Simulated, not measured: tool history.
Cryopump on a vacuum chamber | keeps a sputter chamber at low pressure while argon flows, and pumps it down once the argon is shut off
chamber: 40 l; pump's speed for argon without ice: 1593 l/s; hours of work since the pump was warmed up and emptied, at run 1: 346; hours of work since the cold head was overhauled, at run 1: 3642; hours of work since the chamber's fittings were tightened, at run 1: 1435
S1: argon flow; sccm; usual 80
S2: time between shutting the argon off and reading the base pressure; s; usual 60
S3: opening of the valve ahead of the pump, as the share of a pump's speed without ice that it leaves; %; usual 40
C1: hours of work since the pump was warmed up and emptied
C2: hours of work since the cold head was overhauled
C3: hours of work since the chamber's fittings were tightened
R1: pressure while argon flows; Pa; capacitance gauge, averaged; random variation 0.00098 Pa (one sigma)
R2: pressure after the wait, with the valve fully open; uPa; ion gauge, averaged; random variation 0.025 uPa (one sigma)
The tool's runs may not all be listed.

run	hour	S1	S2	S3	C1	C2	C3	R1	R2
1	0.0	80	60	40	346	3642	1435	0.2447	1.63
2	65.3	80	60	31	401	3697	1490	0.3117	1.77
# hour 91.1: pump warmed up, emptied and cooled again
3	173.6	57	60	40	69	3783	1576	0.1563	1.53
4	287.3	57	60	40	164	3879	1671	0.1600	1.62
5	376.0	57	60	40	239	3953	1746	0.1655	1.71
6	439.6	57	90	49	292	4006	1799	0.1393	1.50
7	540.8	75	47	53	377	4091	1884	0.1806	2.10
# hour 597.3: pump warmed up, emptied and cooled again
# hour 608.2: leaking fittings of the chamber tightened, without venting
8	635.6	92	47	53	30	4164	23	0.1937	1.26
9	725.4	57	47	53	106	4240	98	0.1230	1.27
10	778.7	125	47	19	150	4284	143	0.7189	1.33

Forecast each of these 5 alternatives for the next run:
A	879.8	80	38	57	235	4369	227	?	?
B	879.8	89	23	20	235	4369	227	?	?
C	879.8	50	84	15	235	4369	227	?	?
D	879.8	76	47	19	235	4369	227	?	?
E	879.8	149	114	23	235	4369	227	?	?

run	R1	R2
A	0.1716	1.60
B	0.4957	2.46
C	0.3689	0.93
D	0.4467	1.37
E	0.7290	0.75
Without the tool's hidden state the same runs would have given:
run	R1	R2
A	0.1494	1.44
B	0.4711	2.31
C	0.3550	0.77
D	0.4256	1.22
E	0.6877	0.60
